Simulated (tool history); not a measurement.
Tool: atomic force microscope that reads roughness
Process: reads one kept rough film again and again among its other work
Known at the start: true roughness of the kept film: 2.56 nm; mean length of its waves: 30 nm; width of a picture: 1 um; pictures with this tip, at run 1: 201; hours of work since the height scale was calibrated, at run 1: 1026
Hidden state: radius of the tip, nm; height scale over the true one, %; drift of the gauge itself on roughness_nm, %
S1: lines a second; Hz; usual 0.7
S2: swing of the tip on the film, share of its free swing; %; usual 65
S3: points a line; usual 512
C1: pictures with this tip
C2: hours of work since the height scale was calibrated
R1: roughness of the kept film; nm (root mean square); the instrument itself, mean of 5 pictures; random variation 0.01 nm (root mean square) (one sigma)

| run | hour | S1 | S2 | S3 | C1 | C2 | R1 |
|---|---|---|---|---|---|---|---|
| 1 | 0 | 0.7 | 65 | 512 | 201 | 1026 | 2.278 |
| 2 | 30.5 | 1.645 | 65 | 512 | 254 | 1042 | 2.216 |
|  | 50 | new tip fitted |
| 3 | 59 | 1.645 | 65 | 512 | 16 | 1056 | 2.221 |
| 4 | 83.9 | 1.645 | 65 | 512 | 59 | 1070 | 2.203 |
| 5 | 138.2 | 0.7 | 87 | 512 | 154 | 1098 | 2.173 |
| 6 | 179 | 0.7 | 87 | 512 | 226 | 1120 | 2.142 |
| 7 | 203.7 | 0.7 | 57 | 512 | 269 | 1133 | 2.328 |
|  | 214.3 | new tip fitted |
| 8 | 227.2 | 0.7 | 57 | 512 | 22 | 1145 | 2.314 |
| 9 | 258 | 3.109 | 61 | 352 | 76 | 1161 | 2.138 |
| 10 | 311.3 | 3.109 | 61 | 352 | 169 | 1189 | 2.147 |
| 11 | 352.3 | 0.845 | 59 | 385 | 241 | 1211 | 2.289 |
|  | 378.6 | new tip fitted |
| 12 | 380.2 | 0.845 | 73 | 928 | 3 | 1226 | 2.249 |

Forecast run 13:
| 13 | 432.5 | 0.567 | 87 | 836 | 94 | 1253 | ? |

Run 13 gave R1 2.199 nm (root mean square).
Without the tool's hidden state the same run would have given R1 2.2 nm (root mean square).
